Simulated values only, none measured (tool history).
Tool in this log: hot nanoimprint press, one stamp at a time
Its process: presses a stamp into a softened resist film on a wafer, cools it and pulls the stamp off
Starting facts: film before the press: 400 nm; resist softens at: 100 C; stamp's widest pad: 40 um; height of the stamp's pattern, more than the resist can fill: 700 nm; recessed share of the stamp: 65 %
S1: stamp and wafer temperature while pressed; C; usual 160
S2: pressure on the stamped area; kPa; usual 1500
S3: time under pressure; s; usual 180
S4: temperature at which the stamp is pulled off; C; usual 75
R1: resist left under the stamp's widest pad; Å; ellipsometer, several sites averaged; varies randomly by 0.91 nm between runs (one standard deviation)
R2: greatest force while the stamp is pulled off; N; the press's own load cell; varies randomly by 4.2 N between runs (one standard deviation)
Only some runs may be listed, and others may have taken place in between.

Run 1, hour 0: usual settings. Result: R1 1797 Å, R2 211 N.
Run 2, hour 40.6: usual settings but S3 93 s. Result: R1 2262 Å, R2 229 N.
Run 3, hour 84.7: usual settings but S3 93 s. Result: R1 2271 Å, R2 236 N.
Run 4, hour 153.8: usual settings but S4 79 C. Result: R1 1834 Å, R2 232 N.
Run 5, hour 236.1: usual settings but S4 81 C. Result: R1 1865 Å, R2 240 N.
At hour 292.6: plate thermocouple calibrated.
Run 6, hour 310.6: usual settings but S4 81 C. Result: R1 1749 Å, R2 247 N.
Run 7, hour 394: usual settings but S4 81 C. Result: R1 1757 Å, R2 254 N.
Run 8, hour 441.5: usual settings. Result: R1 1801 Å, R2 314 N.
At hour 497.3: stamp cleaned and given a new release coat.
Run 9, hour 542.5: usual settings. Result: R1 1789 Å, R2 214 N.
Run 10, hour 607.3: usual settings but S4 62 C. Result: R1 1802 Å, R2 308 N.
Run 11, hour 696.5: usual settings but S1 156 C. Result: R1 2255 Å, R2 258 N.
Run 12, hour 770.5: usual settings but S1 155 C. Result: R1 2402 Å, R2 263 N.
Run 13, hour 816.1: usual settings but S1 155 C. Result: R1 2426 Å, R2 282 N.
Run 14, hour 898.9: usual settings but S1 158 C. Result: R1 2116 Å, R2 298 N.
At hour 906.6: plate thermocouple calibrated.
Run 15, hour 978.6: usual settings but S1 158 C. Result: R1 1975 Å, R2 313 N.
At hour 1049.3: stamp cleaned and given a new release coat.
Run 16, hour 1075.1: usual settings but S4 79 C. Result: R1 1792 Å, R2 189 N.
Run 17, hour 1136: usual settings but S4 79 C. Result: R1 1808 Å, R2 202 N.
Run 18, hour 1212.2: usual settings but S1 167 C, S3 249 s. Result: R1 1109 Å, R2 236 N.
Run 19, hour 1270.8: usual settings but S1 167 C, S2 1530 kPa, S4 71 C. Result: R1 1232 Å, R2 280 N.
Run 20, hour 1351.2: usual settings but S1 167 C, S2 1530 kPa, S4 76 C. Result: R1 1258 Å, R2 276 N.
Run 21, hour 1391: usual settings but S1 155 C, S2 1130 kPa, S4 76 C. Result: R1 2672 Å, R2 270 N.
Run 22, hour 1433.2: usual settings but S1 166 C, S2 1710 kPa, S3 122 s, S4 76 C. Result: R1 1468 Å, R2 278 N.
Run 23, hour 1516.1: usual settings but S1 159 C, S2 1710 kPa, S3 122 s, S4 62 C. Result: R1 2129 Å, R2 414 N.
At hour 1524.9: plate thermocouple calibrated.
At hour 1551.1: press's hydraulic seals changed and the load cell set to zero.
Run 24, hour 1578.9: usual settings but S1 161 C, S3 95 s, S4 80 C. Result: R1 2066 Å, R2 288 N.
At hour 1615.7: stamp cleaned and given a new release coat.
Run 25, hour 1640.4: usual settings but S1 156 C, S2 1370 kPa, S3 173 s, S4 83 C. Result: R1 2280 Å, R2 171 N.
Run 26, hour 1729.9: usual settings but S1 153 C, S2 2200 kPa, S3 357 s, S4 67 C. Result: R1 1704 Å, R2 271 N.
Run 27, hour 1815: usual settings but S1 156 C, S2 2200 kPa, S3 357 s, S4 79 C. Result: R1 1438 Å, R2 228 N.
Run 28, hour 1904.8: usual settings but S1 166 C, S2 1210 kPa, S3 177 s. Result: R1 1475 Å, R2 263 N.

The next listed run, before its measurement:
Run 29, hour 1998.6: usual settings but S1 166 C, S2 1210 kPa, S3 177 s. Result: R1 ?, R2 ?.

Run 29 gave R1 1513 Å, R2 296 N.
With no hidden state in the tool, this same run would have given R1 1428 Å, R2 207 N.
